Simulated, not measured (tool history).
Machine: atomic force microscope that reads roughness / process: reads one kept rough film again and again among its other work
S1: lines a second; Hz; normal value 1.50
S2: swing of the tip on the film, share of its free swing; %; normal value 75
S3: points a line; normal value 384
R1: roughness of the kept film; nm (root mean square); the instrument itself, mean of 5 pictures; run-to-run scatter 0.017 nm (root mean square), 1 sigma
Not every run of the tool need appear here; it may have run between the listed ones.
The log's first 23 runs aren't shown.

run   hour    S1  S2   S3     R1
 24  169.3  3.19  60  622  3.430
 25  176.3  1.50  77  445  3.252
 26  186.3  1.50  77  274  3.102
 27  194.8  1.27  72  657  3.167
 28  199.2  1.27  72  657  3.143
 29  208.2  0.85  81  345  2.989
 30  212.8  1.50  69  606  2.978
     216.2  -- new tip fitted
 31  220.1  1.50  69  606  4.169
 32  224.9  3.14  83  584  3.185
 33  231.9  1.50  75  304  3.785
 34  239.6  1.50  75  304  3.635
 35  249.4  2.62  75  304  3.258
 36  259.9  1.50  86  874  3.146

Consider 5 possible next runs. They are alternatives, not a sequence: every one starts from the tool as it was left by run 36. What does each give?
  A  269.8  1.05  87  874   ?
  B  269.8  3.00  86  874   ?
  C  269.8  0.58  89  341   ?
  D  269.8  1.50  75  503   ?
  E  269.8  3.36  74  384   ?

run     R1
  A  3.164
  B  2.566
  C  3.311
  D  3.227
  E  2.880
With the hidden condition removed and each run's random variation left untouched, the same runs would have given:
run     R1
  A  4.036
  B  3.275
  C  4.224
  D  4.117
  E  3.675

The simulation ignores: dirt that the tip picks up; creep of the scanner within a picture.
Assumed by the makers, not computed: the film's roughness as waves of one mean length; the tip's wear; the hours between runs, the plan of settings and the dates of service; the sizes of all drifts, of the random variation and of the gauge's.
